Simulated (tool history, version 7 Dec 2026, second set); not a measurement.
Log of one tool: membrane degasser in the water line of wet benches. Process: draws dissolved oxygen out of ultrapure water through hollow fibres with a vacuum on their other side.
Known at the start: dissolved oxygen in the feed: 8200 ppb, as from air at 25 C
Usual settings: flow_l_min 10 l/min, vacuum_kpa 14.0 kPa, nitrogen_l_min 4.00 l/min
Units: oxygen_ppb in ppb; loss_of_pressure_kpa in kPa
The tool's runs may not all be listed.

Run 1, day 0.000: usual settings. Result: oxygen_ppb 94.8 ppb, loss_of_pressure_kpa 43.72 kPa.
Run 2, day 4.804: usual settings. Result: oxygen_ppb 93.9 ppb, loss_of_pressure_kpa 44.17 kPa.
At day 8.575: vacuum gauge calibrated.
Run 3, day 10.938: usual settings but flow_l_min 14 l/min. Result: oxygen_ppb 199.3 ppb, loss_of_pressure_kpa 61.50 kPa.
Run 4, day 16.054: usual settings but flow_l_min 14 l/min. Result: oxygen_ppb 202.9 ppb, loss_of_pressure_kpa 61.67 kPa.
Run 5, day 24.325: usual settings but flow_l_min 9 l/min. Result: oxygen_ppb 77.2 ppb, loss_of_pressure_kpa 39.62 kPa.
Run 6, day 31.575: usual settings but flow_l_min 9 l/min. Result: oxygen_ppb 78.0 ppb, loss_of_pressure_kpa 39.25 kPa.
Run 7, day 39.575: usual settings but flow_l_min 9 l/min. Result: oxygen_ppb 75.7 ppb, loss_of_pressure_kpa 39.50 kPa.
Run 8, day 45.888: usual settings but nitrogen_l_min 4.24 l/min. Result: oxygen_ppb 91.1 ppb, loss_of_pressure_kpa 44.17 kPa.
Run 9, day 53.250: usual settings but vacuum_kpa 12.1 kPa. Result: oxygen_ppb 81.9 ppb, loss_of_pressure_kpa 43.89 kPa.
Run 10, day 61.921: usual settings but vacuum_kpa 12.1 kPa, nitrogen_l_min 1.61 l/min. Result: oxygen_ppb 161.3 ppb, loss_of_pressure_kpa 44.57 kPa.
Run 11, day 73.175: usual settings but vacuum_kpa 12.1 kPa, nitrogen_l_min 1.61 l/min. Result: oxygen_ppb 158.8 ppb, loss_of_pressure_kpa 44.19 kPa.
Run 12, day 78.096: usual settings but flow_l_min 8 l/min, vacuum_kpa 15.8 kPa, nitrogen_l_min 1.74 l/min. Result: oxygen_ppb 149.1 ppb, loss_of_pressure_kpa 35.11 kPa.
Run 13, day 85.321: usual settings but flow_l_min 8 l/min, vacuum_kpa 31.5 kPa, nitrogen_l_min 4.67 l/min. Result: oxygen_ppb 128.6 ppb, loss_of_pressure_kpa 35.20 kPa.
Run 14, day 92.108: usual settings but flow_l_min 8 l/min, vacuum_kpa 31.5 kPa, nitrogen_l_min 4.67 l/min. Result: oxygen_ppb 132.2 ppb, loss_of_pressure_kpa 35.07 kPa.

Forecast run 15:
Run 15, day 101.279: usual settings but nitrogen_l_min 8.19 l/min. Result: oxygen_ppb ?, loss_of_pressure_kpa ?.

Run 15 gave oxygen_ppb 58.7 ppb, loss_of_pressure_kpa 43.90 kPa.
Without the tool's hidden state the same run would have given oxygen_ppb 58.3 ppb, loss_of_pressure_kpa 43.81 kPa.
